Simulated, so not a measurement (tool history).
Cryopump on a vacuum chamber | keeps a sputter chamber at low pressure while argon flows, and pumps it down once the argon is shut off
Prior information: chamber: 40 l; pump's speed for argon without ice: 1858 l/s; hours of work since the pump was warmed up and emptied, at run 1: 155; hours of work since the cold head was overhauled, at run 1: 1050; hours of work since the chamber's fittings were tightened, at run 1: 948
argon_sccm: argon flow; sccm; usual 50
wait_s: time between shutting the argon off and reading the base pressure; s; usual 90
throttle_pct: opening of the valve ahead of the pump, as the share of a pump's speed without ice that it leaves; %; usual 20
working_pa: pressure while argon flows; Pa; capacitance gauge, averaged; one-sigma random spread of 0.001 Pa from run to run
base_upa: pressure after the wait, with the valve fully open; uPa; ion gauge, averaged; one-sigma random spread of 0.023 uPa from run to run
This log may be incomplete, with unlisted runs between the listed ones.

run	hour	argon_sccm	wait_s	throttle_pct	hours of work since the pump was warmed up and emptied	hours of work since the cold head was overhauled	hours of work since the chamber's fittings were tightened	working_pa	base_upa
1	0.0	50	90	20	155	1050	948	0.2306	1.43
2	38.3	50	90	20	171	1066	965	0.2294	1.42
3	88.7	50	90	20	192	1087	986	0.2307	1.49
4	135.8	50	90	20	212	1107	1006	0.2316	1.49
5	191.1	50	90	20	235	1130	1029	0.2323	1.46
6	246.3	50	90	20	259	1153	1052	0.2320	1.54
7	303.4	50	90	20	283	1177	1076	0.2329	1.55
8	365.8	50	90	20	309	1204	1102	0.2328	1.56
9	392.3	50	90	20	320	1215	1113	0.2322	1.57
10	444.7	50	161	20	342	1237	1135	0.2351	1.40
11	472.3	50	161	20	354	1248	1147	0.2342	1.40
12	512.9	50	90	20	371	1265	1164	0.2329	1.68
13	566.8	50	90	20	393	1288	1187	0.2356	1.66
14	607.0	98	248	46	410	1305	1204	0.2091	1.41
15	664.9	50	137	20	435	1329	1228	0.2364	1.57
16	695.7	50	137	20	448	1342	1241	0.2353	1.63
17	740.8	50	151	24	466	1361	1260	0.1972	1.51
18	778.9	92	151	34	483	1377	1276	0.2619	1.59
19	815.1	92	151	34	498	1392	1291	0.2620	1.62
20	875.5	92	151	34	523	1418	1317	0.2632	1.63
21	937.5	57	33	33	549	1444	1343	0.1681	2.96
22	987.1	57	25	18	570	1465	1363	0.3017	3.47
23	1038.7	41	32	19	592	1486	1385	0.2056	2.97
24	1094.6	25	90	20	615	1510	1409	0.1198	2.03
25	1124.8	25	90	20	628	1523	1421	0.1202	2.03

What if the next run were any one of these 3? Each begins from the tool's condition after run 25:
A	1156.3	54	26	19	641	1536	1435	?	?
B	1156.3	81	31	32	641	1536	1435	?	?
C	1156.3	25	20	20	641	1536	1435	?	?

run	working_pa	base_upa
A	0.2708	3.37
B	0.2507	3.14
C	0.1195	3.98
Stripped of hidden state, with their random variation kept, the same runs would have yielded:
run	working_pa	base_upa
A	0.2577	2.07
B	0.2309	1.81
C	0.1133	2.66
